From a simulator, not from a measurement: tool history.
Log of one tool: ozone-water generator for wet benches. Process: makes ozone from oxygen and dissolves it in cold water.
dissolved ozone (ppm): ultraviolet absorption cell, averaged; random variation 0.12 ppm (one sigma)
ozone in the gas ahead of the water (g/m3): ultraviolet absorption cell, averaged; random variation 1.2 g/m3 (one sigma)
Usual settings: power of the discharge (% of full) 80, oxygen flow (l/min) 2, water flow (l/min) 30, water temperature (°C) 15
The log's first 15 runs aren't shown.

run      day  power of the discharge (% of full)  oxygen flow (l/min)  water flow (l/min)  water temperature (°C)  hours of work since the electrodes were changed  hours of work since the contactor was cleaned  hours of work since the thermometer was calibrated  dissolved ozone (ppm)  ozone in the gas ahead of the water (g/m3)
 16   83.421                                  80                    2                  30                      13                                             4600                                           3119                                                1712                    9.5                                       203.8
 17   87.696                                  94                    2                  46                      11                                             4690                                           3209                                                1802                    7.5                                       231.8
 18   91.888                                  94                    2                  46                      11                                             4778                                           3298                                                1890                    7.1                                       233.5
 19   96.638                                  52                    2                  46                      11                                             4878                                           3398                                                1991                    4.4                                       140.5
 20  101.217                                  78                 1.98                  32                      19                                             4975                                           3495                                                2087                    8.6                                       198.2
 21  105.758                                  78                 1.98                  32                      19                                             5071                                           3591                                                2183                    8.7                                       200.1
 22   113.55                                  80                 1.03                  30                      14                                             5235                                           3755                                                2347                    7.7                                       292.6
 23  119.392                                  80                 1.03                  30                      14                                             5359                                           3878                                                2471                    7.6                                       292.5
 24  127.471                                  53                    2                  30                      15                                             5529                                           4049                                                2641                    6.7                                       140.8
 25  132.979                                  80                    2                  30                       8                                             5645                                           4165                                                2757                    9.9                                       201.4
 26  138.783                                  80                    2                  30                       8                                             5768                                           4287                                                2880                    9.6                                       200.7
 27  143.621                                  80                 1.08                  28                       8                                             5870                                           4389                                                2982                    8.5                                       284.3
 28  148.867                                  80                 1.08                  28                       8                                             5980                                           4500                                                3092                    8.5                                       281.4
 29  155.221                                  80                 1.08                  28                       8                                             6114                                           4634                                                3226                    8.3                                       279.9
 30  162.154                                  80                 1.27                  44                      15                                             6261                                           4780                                                3373                    5.5                                       256.7
 31    169.8                                  71                    2                  30                      15                                             6422                                           4942                                                3534                    8.5                                       179.9
 32  173.525                                  50                 2.89                  30                      15                                             6501                                           5020                                                3613                    6.7                                       109.1

Forecast each of these 5 alternatives for the next run:
  A  177.562                                  80                 1.07                  34                      15                                             6586                                           5105                                                3698                      ?                                           ?
  B  177.562                                  50                 1.73                  30                       9                                             6586                                           5105                                                3698                      ?                                           ?
  C  177.562                                  65                    2                  30                      21                                             6586                                           5105                                                3698                      ?                                           ?
  D  177.562                                  80                 1.94                  30                      19                                             6586                                           5105                                                3698                      ?                                           ?
  E  177.562                                  68                 2.05                  41                      15                                             6586                                           5105                                                3698                      ?                                           ?

run  dissolved ozone (ppm)  ozone in the gas ahead of the water (g/m3)
  A                    6.7                                       280.5
  B                      6                                       146.1
  C                    7.5                                       165.1
  D                    8.8                                       199.9
  E                    5.9                                       170.4
Without the tool's hidden state the same runs would have given:
run  dissolved ozone (ppm)  ozone in the gas ahead of the water (g/m3)
  A                    7.6                                         311
  B                    6.6                                         156
  C                    8.4                                       180.1
  D                    9.9                                       221.5
  E                    6.6                                       186.6
